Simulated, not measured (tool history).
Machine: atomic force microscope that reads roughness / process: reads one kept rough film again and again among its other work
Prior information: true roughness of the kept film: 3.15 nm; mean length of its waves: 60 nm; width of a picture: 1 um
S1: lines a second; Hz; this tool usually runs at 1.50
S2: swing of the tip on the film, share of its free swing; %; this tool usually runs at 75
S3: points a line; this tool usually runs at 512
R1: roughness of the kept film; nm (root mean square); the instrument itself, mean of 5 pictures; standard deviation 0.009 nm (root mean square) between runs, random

{"run": 1, "hour": 0.0, "S1": 1.5, "S2": 75, "S3": 512, "R1": 2.847}
{"hour": 16.4, "done": "new tip fitted"}
{"run": 2, "hour": 25.5, "S1": 1.5, "S2": 75, "S3": 512, "R1": 2.947}
{"run": 3, "hour": 65.6, "S1": 1.5, "S2": 90, "S3": 512, "R1": 2.835}
{"run": 4, "hour": 105.1, "S1": 1.5, "S2": 90, "S3": 512, "R1": 2.801}
{"run": 5, "hour": 159.7, "S1": 1.5, "S2": 90, "S3": 471, "R1": 2.771}
{"run": 6, "hour": 190.0, "S1": 0.94, "S2": 90, "S3": 471, "R1": 2.826}
{"hour": 227.4, "done": "new tip fitted"}
{"run": 7, "hour": 231.8, "S1": 0.94, "S2": 90, "S3": 471, "R1": 2.921}
{"run": 8, "hour": 259.7, "S1": 1.5, "S2": 75, "S3": 512, "R1": 2.944}
{"run": 9, "hour": 285.4, "S1": 1.5, "S2": 75, "S3": 512, "R1": 2.924}
{"run": 10, "hour": 330.1, "S1": 1.5, "S2": 75, "S3": 640, "R1": 2.89}
{"run": 11, "hour": 361.2, "S1": 1.5, "S2": 75, "S3": 512, "R1": 2.875}
{"run": 12, "hour": 401.8, "S1": 1.5, "S2": 75, "S3": 512, "R1": 2.858}
{"hour": 439.2, "done": "new tip fitted"}
{"run": 13, "hour": 452.0, "S1": 1.5, "S2": 75, "S3": 512, "R1": 2.972}
{"run": 14, "hour": 495.0, "S1": 1.5, "S2": 75, "S3": 512, "R1": 2.923}
{"run": 15, "hour": 545.8, "S1": 1.5, "S2": 75, "S3": 377, "R1": 2.905}
{"run": 16, "hour": 597.2, "S1": 1.5, "S2": 75, "S3": 377, "R1": 2.867}
{"hour": 650.6, "done": "new tip fitted"}
{"run": 17, "hour": 653.1, "S1": 0.73, "S2": 75, "S3": 512, "R1": 3.021}
{"run": 18, "hour": 709.2, "S1": 1.75, "S2": 75, "S3": 512, "R1": 2.902}
{"run": 19, "hour": 748.7, "S1": 1.5, "S2": 75, "S3": 512, "R1": 2.891}
{"run": 20, "hour": 793.0, "S1": 1.5, "S2": 68, "S3": 512, "R1": 2.9}
{"run": 21, "hour": 832.6, "S1": 0.66, "S2": 56, "S3": 1024, "R1": 2.929}
{"hour": 861.3, "done": "new tip fitted"}
{"run": 22, "hour": 861.4, "S1": 2.08, "S2": 56, "S3": 533, "R1": 3.036}
{"run": 23, "hour": 889.0, "S1": 2.08, "S2": 56, "S3": 533, "R1": 2.985}
{"run": 24, "hour": 945.9, "S1": 2.08, "S2": 56, "S3": 533, "R1": 2.962}
{"run": 25, "hour": 971.4, "S1": 1.5, "S2": 75, "S3": 301, "R1": 2.879}
{"run": 26, "hour": 1000.8, "S1": 0.98, "S2": 69, "S3": 298, "R1": 2.899}
{"run": 27, "hour": 1035.4, "S1": 0.54, "S2": 57, "S3": 299, "R1": 2.942}
{"hour": 1071.5, "done": "new tip fitted"}
{"run": 28, "hour": 1087.8, "S1": 0.74, "S2": 75, "S3": 512, "R1": 3.009}
{"run": 29, "hour": 1116.3, "S1": 0.74, "S2": 75, "S3": 512, "R1": 2.987}
{"run": 30, "hour": 1144.3, "S1": 1.5, "S2": 80, "S3": 512, "R1": 2.891}
{"run": 31, "hour": 1173.7, "S1": 1.5, "S2": 75, "S3": 686, "R1": 2.875}
{"run": 32, "hour": 1214.6, "S1": 0.75, "S2": 75, "S3": 385, "R1": 2.922}
{"run": 33, "hour": 1267.7, "S1": 1.88, "S2": 75, "S3": 385, "R1": 2.786}
{"hour": 1284.7, "done": "new tip fitted"}
{"run": 34, "hour": 1311.2, "S1": 1.91, "S2": 57, "S3": 393, "R1": 2.997}
{"run": 35, "hour": 1335.6, "S1": 2.6, "S2": 84, "S3": 713, "R1": 2.76}
{"run": 36, "hour": 1370.1, "S1": 0.88, "S2": 72, "S3": 767, "R1": 2.947}
{"run": 37, "hour": 1408.6, "S1": 0.54, "S2": 55, "S3": 734, "R1": 2.971}
{"run": 38, "hour": 1436.0, "S1": 1.5, "S2": 70, "S3": 512, "R1": 2.881}

Each row is a separate what-if for the run after 38, all from the same tool condition, not one after another. Results?
{"run": "A", "hour": 1459.4, "S1": 1.33, "S2": 82, "S3": 262, "R1": "?"}
{"run": "B", "hour": 1459.4, "S1": 3.43, "S2": 77, "S3": 338, "R1": "?"}
{"run": "C", "hour": 1459.4, "S1": 1.32, "S2": 59, "S3": 512, "R1": "?"}
{"run": "D", "hour": 1459.4, "S1": 1.76, "S2": 68, "S3": 512, "R1": "?"}
{"run": "E", "hour": 1459.4, "S1": 2.33, "S2": 64, "S3": 308, "R1": "?"}

run=A R1=2.805
run=B R1=2.690
run=C R1=2.917
run=D R1=2.870
run=E R1=2.856
Without the tool's unlogged condition, the same runs would have read:
run=A R1=2.947
run=B R1=2.826
run=C R1=3.064
run=D R1=3.015
run=E R1=3.000
